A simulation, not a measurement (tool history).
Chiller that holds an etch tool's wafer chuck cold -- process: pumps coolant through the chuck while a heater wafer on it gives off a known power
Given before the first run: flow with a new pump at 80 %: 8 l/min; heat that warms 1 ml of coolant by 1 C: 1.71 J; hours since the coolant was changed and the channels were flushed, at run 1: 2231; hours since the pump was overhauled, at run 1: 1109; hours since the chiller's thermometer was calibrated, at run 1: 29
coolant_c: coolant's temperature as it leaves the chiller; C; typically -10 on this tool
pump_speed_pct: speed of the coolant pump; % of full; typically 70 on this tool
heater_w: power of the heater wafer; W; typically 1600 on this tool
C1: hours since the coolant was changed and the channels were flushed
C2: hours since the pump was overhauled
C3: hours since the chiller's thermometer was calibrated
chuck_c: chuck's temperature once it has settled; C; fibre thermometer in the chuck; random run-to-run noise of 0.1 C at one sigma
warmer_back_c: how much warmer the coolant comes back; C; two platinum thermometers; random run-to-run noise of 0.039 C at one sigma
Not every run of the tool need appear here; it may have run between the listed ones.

run 1 hour=0.0 | coolant_c=-10 pump_speed_pct=70 heater_w=1600 | C1=2231 C2=1109 C3=29 | chuck_c=13.9 warmer_back_c=8.25
run 2 hour=199.3 | coolant_c=-10 pump_speed_pct=70 heater_w=1600 | C1=2431 C2=1309 C3=228 | chuck_c=14.2 warmer_back_c=8.28
run 3 hour=322.0 | coolant_c=-10 pump_speed_pct=70 heater_w=1600 | C1=2553 C2=1432 C3=351 | chuck_c=14.1 warmer_back_c=8.29
run 4 hour=423.8 | coolant_c=-18 pump_speed_pct=70 heater_w=1600 | C1=2655 C2=1533 C3=453 | chuck_c=6.3 warmer_back_c=8.26
run 5 hour=573.5 | coolant_c=-10 pump_speed_pct=84 heater_w=1600 | C1=2805 C2=1683 C3=603 | chuck_c=11.1 warmer_back_c=6.96
run 6 hour=676.6 | coolant_c=-10 pump_speed_pct=84 heater_w=1600 | C1=2908 C2=1786 C3=706 | chuck_c=11.3 warmer_back_c=6.94
run 7 hour=873.5 | coolant_c=-10 pump_speed_pct=70 heater_w=1600 | C1=3105 C2=1983 C3=903 | chuck_c=14.7 warmer_back_c=8.41
run 8 hour=1027.9 | coolant_c=-10 pump_speed_pct=70 heater_w=1600 | C1=3259 C2=2137 C3=1057 | chuck_c=14.9 warmer_back_c=8.39
run 9 hour=1240.3 | coolant_c=-10 pump_speed_pct=70 heater_w=1600 | C1=3471 C2=2350 C3=1269 | chuck_c=15.0 warmer_back_c=8.44
run 10 hour=1367.3 | coolant_c=-10 pump_speed_pct=70 heater_w=1600 | C1=3598 C2=2477 C3=1396 | chuck_c=15.2 warmer_back_c=8.46
run 11 hour=1485.0 | coolant_c=-10 pump_speed_pct=70 heater_w=1600 | C1=3716 C2=2594 C3=1514 | chuck_c=15.6 warmer_back_c=8.58
run 12 hour=1590.1 | coolant_c=-10 pump_speed_pct=70 heater_w=1600 | C1=3821 C2=2700 C3=1619 | chuck_c=15.4 warmer_back_c=8.59
run 13 hour=1797.4 | coolant_c=-10 pump_speed_pct=72 heater_w=1600 | C1=4029 C2=2907 C3=1827 | chuck_c=15.0 warmer_back_c=8.39
run 14 hour=1964.1 | coolant_c=-10 pump_speed_pct=72 heater_w=1600 | C1=4195 C2=3074 C3=1993 | chuck_c=15.2 warmer_back_c=8.37
run 15 hour=2152.4 | coolant_c=-10 pump_speed_pct=72 heater_w=1600 | C1=4384 C2=3262 C3=2182 | chuck_c=15.3 warmer_back_c=8.48
run 16 hour=2263.5 | coolant_c=-10 pump_speed_pct=72 heater_w=1600 | C1=4495 C2=3373 C3=2293 | chuck_c=15.3 warmer_back_c=8.52
run 17 hour=2454.5 | coolant_c=-14 pump_speed_pct=72 heater_w=916 | C1=4686 C2=3564 C3=2484 | chuck_c=0.5 warmer_back_c=4.79
run 18 hour=2548.9 | coolant_c=-14 pump_speed_pct=72 heater_w=916 | C1=4780 C2=3658 C3=2578 | chuck_c=0.5 warmer_back_c=4.86
run 19 hour=2653.1 | coolant_c=-19 pump_speed_pct=69 heater_w=1318 | C1=4884 C2=3763 C3=2682 | chuck_c=3.0 warmer_back_c=7.35
run 20 hour=2802.0 | coolant_c=-19 pump_speed_pct=69 heater_w=1318 | C1=5033 C2=3912 C3=2831 | chuck_c=3.2 warmer_back_c=7.30
run 21 hour=2891.0 | coolant_c=-15 pump_speed_pct=91 heater_w=1180 | C1=5122 C2=4000 C3=2920 | chuck_c=0.8 warmer_back_c=4.96
run 22 hour=3091.1 | coolant_c=-15 pump_speed_pct=91 heater_w=1180 | C1=5322 C2=4201 C3=3120 | chuck_c=0.8 warmer_back_c=4.94
run 23 hour=3184.2 | coolant_c=-18 pump_speed_pct=91 heater_w=2111 | C1=5415 C2=4294 C3=3213 | chuck_c=10.6 warmer_back_c=9.00
-- hour=3340.4 coolant changed, channels flushed
run 24 hour=3361.9 | coolant_c=-18 pump_speed_pct=91 heater_w=2362 | C1=21 C2=4465 C3=3385 | chuck_c=10.9 warmer_back_c=10.10
run 25 hour=3551.6 | coolant_c=-18 pump_speed_pct=91 heater_w=2362 | C1=211 C2=4655 C3=3575 | chuck_c=11.0 warmer_back_c=10.09
run 26 hour=3704.5 | coolant_c=-10 pump_speed_pct=91 heater_w=937 | C1=364 C2=4808 C3=3728 | chuck_c=1.6 warmer_back_c=4.08
run 27 hour=3857.0 | coolant_c=-10 pump_speed_pct=91 heater_w=937 | C1=517 C2=4960 C3=3880 | chuck_c=1.4 warmer_back_c=4.09
run 28 hour=4021.9 | coolant_c=-7 pump_speed_pct=70 heater_w=1524 | C1=681 C2=5125 C3=4045 | chuck_c=16.6 warmer_back_c=8.61
run 29 hour=4152.9 | coolant_c=-18 pump_speed_pct=67 heater_w=1620 | C1=813 C2=5256 C3=4176 | chuck_c=8.1 warmer_back_c=9.64
-- hour=4275.0 chiller's thermometer calibrated
run 30 hour=4322.3 | coolant_c=-13 pump_speed_pct=67 heater_w=1585 | C1=981 C2=5425 C3=47 | chuck_c=13.0 warmer_back_c=9.40

Expected results for the next run?
run 31 hour=4454.7 | coolant_c=-13 pump_speed_pct=67 heater_w=1585 | C1=1113 C2=5557 C3=180 | chuck_c=? warmer_back_c=?

Run 31 measured chuck_c 13.2 C, warmer_back_c 9.48 C.
Without the tool's hidden state the same run would have given chuck_c 10.1 C, warmer_back_c 8.35 C.

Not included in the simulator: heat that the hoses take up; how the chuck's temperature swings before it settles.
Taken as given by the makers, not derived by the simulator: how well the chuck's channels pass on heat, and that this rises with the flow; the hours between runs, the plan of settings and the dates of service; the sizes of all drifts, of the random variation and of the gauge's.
